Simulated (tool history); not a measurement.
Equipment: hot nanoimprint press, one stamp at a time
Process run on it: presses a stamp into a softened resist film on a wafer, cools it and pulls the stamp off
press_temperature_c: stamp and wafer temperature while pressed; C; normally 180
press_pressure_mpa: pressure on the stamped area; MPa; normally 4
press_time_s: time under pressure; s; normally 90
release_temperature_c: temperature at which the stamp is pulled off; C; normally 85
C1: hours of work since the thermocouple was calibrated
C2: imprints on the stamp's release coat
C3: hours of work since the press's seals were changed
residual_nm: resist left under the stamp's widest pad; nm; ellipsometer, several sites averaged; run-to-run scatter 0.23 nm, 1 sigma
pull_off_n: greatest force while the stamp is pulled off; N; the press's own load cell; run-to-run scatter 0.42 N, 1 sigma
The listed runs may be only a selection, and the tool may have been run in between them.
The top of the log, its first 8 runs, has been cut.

{"run": 9, "hour": 417.9, "press_temperature_c": 180, "press_pressure_mpa": 5.65, "press_time_s": 90, "release_temperature_c": 85, "C1": 81, "C2": 193, "C3": 1066, "residual_nm": 132.4, "pull_off_n": 95.4}
{"run": 10, "hour": 446.0, "press_temperature_c": 189, "press_pressure_mpa": 4, "press_time_s": 90, "release_temperature_c": 85, "C1": 97, "C2": 252, "C3": 1082, "residual_nm": 113.2, "pull_off_n": 96.5}
{"run": 11, "hour": 493.1, "press_temperature_c": 180, "press_pressure_mpa": 4, "press_time_s": 90, "release_temperature_c": 85, "C1": 125, "C2": 351, "C3": 1110, "residual_nm": 154.6, "pull_off_n": 96.8}
{"hour": 515.5, "done": "press's hydraulic seals changed and the load cell set to zero"}
{"run": 12, "hour": 555.8, "press_temperature_c": 180, "press_pressure_mpa": 5.98, "press_time_s": 90, "release_temperature_c": 85, "C1": 157, "C2": 465, "C3": 24, "residual_nm": 123.1, "pull_off_n": 98.4}
{"run": 13, "hour": 599.5, "press_temperature_c": 180, "press_pressure_mpa": 4, "press_time_s": 90, "release_temperature_c": 73, "C1": 182, "C2": 557, "C3": 49, "residual_nm": 149, "pull_off_n": 112.7}
{"run": 14, "hour": 659.8, "press_temperature_c": 180, "press_pressure_mpa": 4, "press_time_s": 90, "release_temperature_c": 73, "C1": 218, "C2": 683, "C3": 84, "residual_nm": 148.5, "pull_off_n": 114}
{"run": 15, "hour": 709.4, "press_temperature_c": 180, "press_pressure_mpa": 4, "press_time_s": 90, "release_temperature_c": 73, "C1": 247, "C2": 787, "C3": 113, "residual_nm": 148.6, "pull_off_n": 114.6}
{"run": 16, "hour": 745.2, "press_temperature_c": 180, "press_pressure_mpa": 5.2, "press_time_s": 90, "release_temperature_c": 85, "C1": 268, "C2": 863, "C3": 134, "residual_nm": 130.8, "pull_off_n": 100.7}
{"hour": 820.9, "done": "stamp cleaned and given a new release coat"}
{"run": 17, "hour": 820.9, "press_temperature_c": 179, "press_pressure_mpa": 3.99, "press_time_s": 72, "release_temperature_c": 89, "C1": 308, "C2": 0, "C3": 175, "residual_nm": 167.9, "pull_off_n": 90}
{"run": 18, "hour": 857.6, "press_temperature_c": 179, "press_pressure_mpa": 3.66, "press_time_s": 52, "release_temperature_c": 89, "C1": 330, "C2": 77, "C3": 196, "residual_nm": 196.6, "pull_off_n": 90}
{"run": 19, "hour": 901.6, "press_temperature_c": 179, "press_pressure_mpa": 3.66, "press_time_s": 52, "release_temperature_c": 89, "C1": 355, "C2": 169, "C3": 222, "residual_nm": 195.9, "pull_off_n": 90.8}
{"run": 20, "hour": 969.3, "press_temperature_c": 179, "press_pressure_mpa": 3.66, "press_time_s": 52, "release_temperature_c": 89, "C1": 395, "C2": 311, "C3": 262, "residual_nm": 196, "pull_off_n": 91.7}
{"run": 21, "hour": 1000.4, "press_temperature_c": 171, "press_pressure_mpa": 4, "press_time_s": 90, "release_temperature_c": 85, "C1": 413, "C2": 376, "C3": 280, "residual_nm": 202.1, "pull_off_n": 96.2}
{"run": 22, "hour": 1038.1, "press_temperature_c": 191, "press_pressure_mpa": 4, "press_time_s": 90, "release_temperature_c": 90, "C1": 435, "C2": 455, "C3": 302, "residual_nm": 101.2, "pull_off_n": 91.9}
{"run": 23, "hour": 1073.8, "press_temperature_c": 174, "press_pressure_mpa": 5.09, "press_time_s": 90, "release_temperature_c": 85, "C1": 456, "C2": 530, "C3": 323, "residual_nm": 163.1, "pull_off_n": 97.9}
{"run": 24, "hour": 1111.0, "press_temperature_c": 186, "press_pressure_mpa": 4, "press_time_s": 82, "release_temperature_c": 84, "C1": 478, "C2": 608, "C3": 345, "residual_nm": 124.3, "pull_off_n": 99.5}
{"run": 25, "hour": 1165.3, "press_temperature_c": 186, "press_pressure_mpa": 4, "press_time_s": 82, "release_temperature_c": 84, "C1": 510, "C2": 722, "C3": 376, "residual_nm": 123.4, "pull_off_n": 99.9}
{"hour": 1177.3, "done": "plate thermocouple calibrated"}
{"run": 26, "hour": 1230.2, "press_temperature_c": 186, "press_pressure_mpa": 3.43, "press_time_s": 82, "release_temperature_c": 79, "C1": 31, "C2": 851, "C3": 412, "residual_nm": 139.6, "pull_off_n": 109.7}
{"run": 27, "hour": 1267.1, "press_temperature_c": 186, "press_pressure_mpa": 3.43, "press_time_s": 82, "release_temperature_c": 79, "C1": 52, "C2": 929, "C3": 434, "residual_nm": 139.2, "pull_off_n": 110.2}
{"hour": 1311.6, "done": "stamp cleaned and given a new release coat"}
{"run": 28, "hour": 1333.1, "press_temperature_c": 186, "press_pressure_mpa": 3.43, "press_time_s": 82, "release_temperature_c": 79, "C1": 88, "C2": 46, "C3": 469, "residual_nm": 139.1, "pull_off_n": 101.8}
{"run": 29, "hour": 1381.3, "press_temperature_c": 186, "press_pressure_mpa": 3.43, "press_time_s": 128, "release_temperature_c": 73, "C1": 116, "C2": 147, "C3": 497, "residual_nm": 115.1, "pull_off_n": 109.6}
{"run": 30, "hour": 1412.5, "press_temperature_c": 172, "press_pressure_mpa": 4, "press_time_s": 93, "release_temperature_c": 85, "C1": 134, "C2": 212, "C3": 515, "residual_nm": 200, "pull_off_n": 96.7}
{"run": 31, "hour": 1452.1, "press_temperature_c": 172, "press_pressure_mpa": 4, "press_time_s": 93, "release_temperature_c": 85, "C1": 157, "C2": 295, "C3": 539, "residual_nm": 199.1, "pull_off_n": 97.5}

What if the next run were any one of these 3? Each begins from the tool's condition after run 31:
{"run": "A", "hour": 1480.8, "press_temperature_c": 172, "press_pressure_mpa": 3.74, "press_time_s": 151, "release_temperature_c": 88, "C1": 174, "C2": 355, "C3": 555, "residual_nm": "?", "pull_off_n": "?"}
{"run": "B", "hour": 1480.8, "press_temperature_c": 170, "press_pressure_mpa": 4, "press_time_s": 60, "release_temperature_c": 77, "C1": 174, "C2": 355, "C3": 555, "residual_nm": "?", "pull_off_n": "?"}
{"run": "C", "hour": 1480.8, "press_temperature_c": 172, "press_pressure_mpa": 3.86, "press_time_s": 93, "release_temperature_c": 78, "C1": 174, "C2": 355, "C3": 555, "residual_nm": "?", "pull_off_n": "?"}

run=A residual_nm=171 pull_off_n=94.8
run=B residual_nm=245.7 pull_off_n=106.7
run=C residual_nm=202.2 pull_off_n=105.8
With the hidden condition removed and each run's random variation left untouched, the same runs would have given:
run=A residual_nm=170 pull_off_n=92.3
run=B residual_nm=244.3 pull_off_n=103.9
run=C residual_nm=200.9 pull_off_n=102.9

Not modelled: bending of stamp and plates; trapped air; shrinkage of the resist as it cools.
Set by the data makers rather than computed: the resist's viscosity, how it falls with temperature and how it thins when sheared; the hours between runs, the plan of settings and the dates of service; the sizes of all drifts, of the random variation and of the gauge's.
